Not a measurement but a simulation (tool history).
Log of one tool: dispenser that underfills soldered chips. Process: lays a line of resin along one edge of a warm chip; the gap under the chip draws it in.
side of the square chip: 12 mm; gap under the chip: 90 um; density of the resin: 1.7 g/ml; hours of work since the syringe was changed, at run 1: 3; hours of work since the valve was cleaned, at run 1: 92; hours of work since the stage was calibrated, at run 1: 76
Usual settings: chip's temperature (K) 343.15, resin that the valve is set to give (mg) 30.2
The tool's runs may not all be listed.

run	hour	chip's temperature (K)	resin that the valve is set to give (mg)	hours of work since the syringe was changed	hours of work since the valve was cleaned	hours of work since the stage was calibrated	time until the resin shows at the far edge (s)	resin that the valve gave (mg)
1	0.0	343.15	30.2	3	92	76	127.6	28.83
2	6.4	343.15	29.2	8	97	81	163.5	27.86
3	9.9	343.15	29.2	11	100	83	184.1	27.90
# hour 12.2: new syringe of resin
4	15.7	343.15	30.2	3	104	88	128.1	28.77
5	18.6	343.15	30.2	5	106	90	141.5	28.66
# hour 23.8: dispensing valve cleaned and set on the balance
6	25.3	343.15	30.2	9	1	94	170.8	30.25
# hour 29.5: new syringe of resin
7	31.4	330.15	30.2	1	6	99	229.3	30.25
8	36.3	330.15	30.2	5	9	102	273.6	30.12
9	41.3	343.15	34.0	9	13	106	163.2	34.10
10	44.0	343.15	34.0	11	15	108	178.0	34.00
# hour 45.8: new syringe of resin
11	49.2	332.15	30.2	3	19	112	222.3	30.12
12	52.7	332.15	30.2	5	22	115	246.2	29.89
13	58.3	343.15	31.3	10	26	119	171.0	30.96
# hour 61.9: new syringe of resin
14	63.1	343.15	30.2	1	29	122	113.8	29.94
15	66.3	343.15	30.8	3	32	125	127.0	30.43
16	71.4	342.15	30.2	7	36	129	163.1	29.69
17	75.3	334.15	30.2	10	39	132	284.0	29.61
# hour 78.2: new syringe of resin
18	79.9	343.15	30.2	1	42	135	117.2	29.91
19	86.1	344.15	31.0	6	47	140	141.8	30.37
20	90.7	344.15	31.0	10	50	143	165.5	30.49
# hour 94.3: new syringe of resin
21	96.3	354.15	28.9	2	54	147	72.3	28.42
22	102.4	354.15	28.9	6	59	152	90.1	28.28
23	105.4	354.15	28.9	8	61	154	97.2	28.24
# hour 110.6: new syringe of resin
24	111.5	331.15	30.9	1	66	159	214.3	30.14
25	117.6	331.15	30.9	5	71	164	272.5	30.04
26	123.7	349.15	37.8	10	75	168	127.9	36.66
# hour 126.8: new syringe of resin
27	129.6	337.15	29.8	2	80	173	172.3	28.92
28	132.9	337.15	29.8	5	82	175	194.8	28.75
29	135.8	337.15	29.8	7	84	177	213.4	28.92
30	141.6	334.15	30.2	11	89	182	306.6	29.03
# hour 142.8: new syringe of resin
31	144.8	350.15	33.7	2	91	184	84.0	32.56
32	147.6	350.15	33.7	4	93	186	92.3	32.47
33	151.0	336.15	35.7	6	96	189	208.7	34.29
34	154.5	339.15	38.1	9	98	191	203.5	36.70

The next listed run, before its measurement:
# hour 158.7: new syringe of resin
35	158.7	339.15	38.1	0	101	194	?	?

Run 35 gave time until the resin shows at the far edge (s) 130.6, resin that the valve gave (mg) 36.57.
Without the tool's hidden state the same run would have given time until the resin shows at the far edge (s) 125.5, resin that the valve gave (mg) 38.09.
